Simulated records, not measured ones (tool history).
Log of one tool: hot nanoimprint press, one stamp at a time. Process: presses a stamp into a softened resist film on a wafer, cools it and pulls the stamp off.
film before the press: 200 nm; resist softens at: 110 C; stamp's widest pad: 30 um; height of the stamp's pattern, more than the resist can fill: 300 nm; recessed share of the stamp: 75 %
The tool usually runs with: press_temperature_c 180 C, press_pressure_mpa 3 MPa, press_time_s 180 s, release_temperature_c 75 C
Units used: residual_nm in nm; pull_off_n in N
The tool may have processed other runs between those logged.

{"run": 1, "hour": 0.0, "press_temperature_c": 180, "press_pressure_mpa": 3, "press_time_s": 180, "release_temperature_c": 75, "residual_nm": 118.3, "pull_off_n": 246}
{"run": 2, "hour": 34.8, "press_temperature_c": 180, "press_pressure_mpa": 3, "press_time_s": 180, "release_temperature_c": 75, "residual_nm": 117.4, "pull_off_n": 244}
{"run": 3, "hour": 97.5, "press_temperature_c": 180, "press_pressure_mpa": 3, "press_time_s": 183, "release_temperature_c": 75, "residual_nm": 116.9, "pull_off_n": 245}
{"run": 4, "hour": 146.9, "press_temperature_c": 189, "press_pressure_mpa": 3, "press_time_s": 183, "release_temperature_c": 75, "residual_nm": 86.8, "pull_off_n": 276}
{"run": 5, "hour": 203.9, "press_temperature_c": 180, "press_pressure_mpa": 3, "press_time_s": 180, "release_temperature_c": 75, "residual_nm": 117.4, "pull_off_n": 280}
{"run": 6, "hour": 246.0, "press_temperature_c": 180, "press_pressure_mpa": 3, "press_time_s": 180, "release_temperature_c": 75, "residual_nm": 117, "pull_off_n": 283}
{"run": 7, "hour": 289.8, "press_temperature_c": 180, "press_pressure_mpa": 3, "press_time_s": 180, "release_temperature_c": 75, "residual_nm": 116.5, "pull_off_n": 304}
{"run": 8, "hour": 347.4, "press_temperature_c": 180, "press_pressure_mpa": 3, "press_time_s": 182, "release_temperature_c": 75, "residual_nm": 115.9, "pull_off_n": 297}
{"run": 9, "hour": 395.2, "press_temperature_c": 180, "press_pressure_mpa": 3, "press_time_s": 182, "release_temperature_c": 75, "residual_nm": 116.3, "pull_off_n": 315}
{"run": 10, "hour": 447.8, "press_temperature_c": 180, "press_pressure_mpa": 3, "press_time_s": 182, "release_temperature_c": 75, "residual_nm": 116.2, "pull_off_n": 330}
{"run": 11, "hour": 491.4, "press_temperature_c": 180, "press_pressure_mpa": 3, "press_time_s": 182, "release_temperature_c": 75, "residual_nm": 115.9, "pull_off_n": 327}
{"run": 12, "hour": 556.0, "press_temperature_c": 180, "press_pressure_mpa": 3, "press_time_s": 180, "release_temperature_c": 74, "residual_nm": 118.1, "pull_off_n": 351}
{"run": 13, "hour": 608.8, "press_temperature_c": 180, "press_pressure_mpa": 3, "press_time_s": 180, "release_temperature_c": 74, "residual_nm": 117.6, "pull_off_n": 365}
{"run": 14, "hour": 673.4, "press_temperature_c": 184, "press_pressure_mpa": 1.93, "press_time_s": 275, "release_temperature_c": 80, "residual_nm": 114.9, "pull_off_n": 324}
{"run": 15, "hour": 732.9, "press_temperature_c": 175, "press_pressure_mpa": 1.93, "press_time_s": 306, "release_temperature_c": 80, "residual_nm": 145.1, "pull_off_n": 335}
{"run": 16, "hour": 774.7, "press_temperature_c": 175, "press_pressure_mpa": 1.93, "press_time_s": 306, "release_temperature_c": 80, "residual_nm": 144.7, "pull_off_n": 337}
{"run": 17, "hour": 815.3, "press_temperature_c": 189, "press_pressure_mpa": 3, "press_time_s": 180, "release_temperature_c": 71, "residual_nm": 86.8, "pull_off_n": 457}
{"run": 18, "hour": 873.8, "press_temperature_c": 189, "press_pressure_mpa": 3, "press_time_s": 123, "release_temperature_c": 71, "residual_nm": 97.2, "pull_off_n": 445}
{"run": 19, "hour": 921.8, "press_temperature_c": 180, "press_pressure_mpa": 3, "press_time_s": 184, "release_temperature_c": 66, "residual_nm": 115.1, "pull_off_n": 533}
{"run": 20, "hour": 956.9, "press_temperature_c": 180, "press_pressure_mpa": 3.62, "press_time_s": 184, "release_temperature_c": 66, "residual_nm": 104.4, "pull_off_n": 546}
{"run": 21, "hour": 995.2, "press_temperature_c": 180, "press_pressure_mpa": 3.62, "press_time_s": 184, "release_temperature_c": 66, "residual_nm": 103.9, "pull_off_n": 549}
{"run": 22, "hour": 1059.9, "press_temperature_c": 191, "press_pressure_mpa": 2.12, "press_time_s": 180, "release_temperature_c": 75, "residual_nm": 97.5, "pull_off_n": 236}
{"run": 23, "hour": 1100.1, "press_temperature_c": 191, "press_pressure_mpa": 2.12, "press_time_s": 180, "release_temperature_c": 75, "residual_nm": 97.7, "pull_off_n": 232}
{"run": 24, "hour": 1138.9, "press_temperature_c": 191, "press_pressure_mpa": 2.12, "press_time_s": 180, "release_temperature_c": 75, "residual_nm": 97.9, "pull_off_n": 240}

The log once held 3 entries between its listed runs, left out of this copy. Where does each go, and what is different about the tool's unlogged condition between the listed run before it and the listed run after it?
Logged between run 11 and run 12: plate thermocouple calibrated (hour 499)
  true temperature over the reading, C: 0.91 -> 0.47; pressure that arrives at the usual setting, %: 98.93 -> 98.83; grip of the stamp's worn release coat, % over a new coat's: 45.5 -> 51.2
  measured result minus the result with no hidden state, residual_nm: -2.8 -> -1.1 nm; pull_off_n: +97 -> +115 N
Logged between run 17 and run 18: press's hydraulic seals changed and the load cell set to zero (hour 847.6)
  true temperature over the reading, C: 0.77 -> 0.83; pressure that arrives at the usual setting, %: 98.45 -> 99.85; grip of the stamp's worn release coat, % over a new coat's: 76.5 -> 81.7
  measured result minus the result with no hidden state, residual_nm: -1.5 -> -2.5 nm; pull_off_n: +193 -> +195 N
Logged between run 21 and run 22: stamp cleaned and given a new release coat (hour 1019.6)
  true temperature over the reading, C: 0.97 -> 1.04; pressure that arrives at the usual setting, %: 99.65 -> 99.56; grip of the stamp's worn release coat, % over a new coat's: 94.3 -> 3.1
  measured result minus the result with no hidden state, residual_nm: -3.2 -> -3 nm; pull_off_n: +260 -> +1 N

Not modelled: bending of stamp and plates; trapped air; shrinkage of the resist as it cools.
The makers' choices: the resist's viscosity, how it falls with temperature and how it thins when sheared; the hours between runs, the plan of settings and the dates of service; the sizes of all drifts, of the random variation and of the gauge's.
